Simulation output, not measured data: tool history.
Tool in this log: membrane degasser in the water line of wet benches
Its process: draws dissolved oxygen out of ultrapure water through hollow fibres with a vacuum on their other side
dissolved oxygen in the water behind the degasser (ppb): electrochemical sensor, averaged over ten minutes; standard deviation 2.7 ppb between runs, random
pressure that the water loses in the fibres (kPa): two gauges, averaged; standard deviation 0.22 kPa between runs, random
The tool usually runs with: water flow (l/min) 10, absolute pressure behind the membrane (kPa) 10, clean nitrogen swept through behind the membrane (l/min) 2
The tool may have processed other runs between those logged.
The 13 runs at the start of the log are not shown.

run,day,water flow (l/min),absolute pressure behind the membrane (kPa),clean nitrogen swept through behind the membrane (l/min),hours since the membrane was changed,hours since the vacuum gauge was calibrated,hours since the vacuum lines were made tight,dissolved oxygen in the water behind the degasser (ppb),pressure that the water loses in the fibres (kPa)
14,66.167,10,9.6,2.03,4468,4549,10376,262,54.2
15,70.425,6,10,2,4571,4651,10478,72.9,32.67
16,76.679,10,10,3.02,4721,4801,10628,242.5,54.33
17,81.662,7,14.8,3.02,4840,4921,10748,110.9,37.64
18,84.304,7,13,4.64,4904,4984,10811,86,37.43
19,87.525,16,6.7,2,4981,5062,10888,731,86.51
# day 90.804: gauge calibrated
20,92.758,8,23.4,1.08,5107,5187,11014,424.9,44.11
21,99.004,9,19.1,2.1,5256,5337,11164,291.2,49.85
22,104.854,12,20.7,1.4,5397,5478,11304,641.3,65.82
# day 107.721: seals of the vacuum lines changed
23,110.683,10,10,5.15,5535,5615,71,222.4,55.21
24,116.283,12,20.6,1.47,5669,5750,206,629.6,66.23
25,120.446,7,8.9,2.93,5769,5850,305,80.6,38.46
26,124.621,9,10.9,2,5869,5950,406,212.7,49.14
27,127.408,12,6.8,0.87,5936,6017,472,439.8,66
28,132.875,13,10,1.46,6067,6148,604,543.2,71.5
29,138.296,8,9.3,4.18,6197,6278,734,110.9,43.74
30,143.483,12,23.2,1.97,6322,6403,858,595.6,65.48
31,149.317,8,23.2,0.83,6462,6543,998,513.9,43.46
32,153.55,8,23.2,0.83,6564,6644,1100,515.4,43.24

4 ways to go on from here, each from the tool as it stands after run 32. What would each give?
A,157.317,10,17.8,1.04,6654,6735,1190,?,?
B,157.317,15,20.3,2,6654,6735,1190,?,?
C,157.317,8,19.2,0.91,6654,6735,1190,?,?
D,157.317,13,8.7,3.68,6654,6735,1190,?,?

run,dissolved oxygen in the water behind the degasser (ppb),pressure that the water loses in the fibres (kPa)
A,501.6,54.49
B,836.6,81.26
C,401.4,43.46
D,450.4,70.62
The same runs, with their run-to-run variation unchanged, on a tool lacking any hidden condition would have given:
run,dissolved oxygen in the water behind the degasser (ppb),pressure that the water loses in the fibres (kPa)
A,500.9,55.62
B,835.2,82.96
C,400.9,44.37
D,449.3,72.09
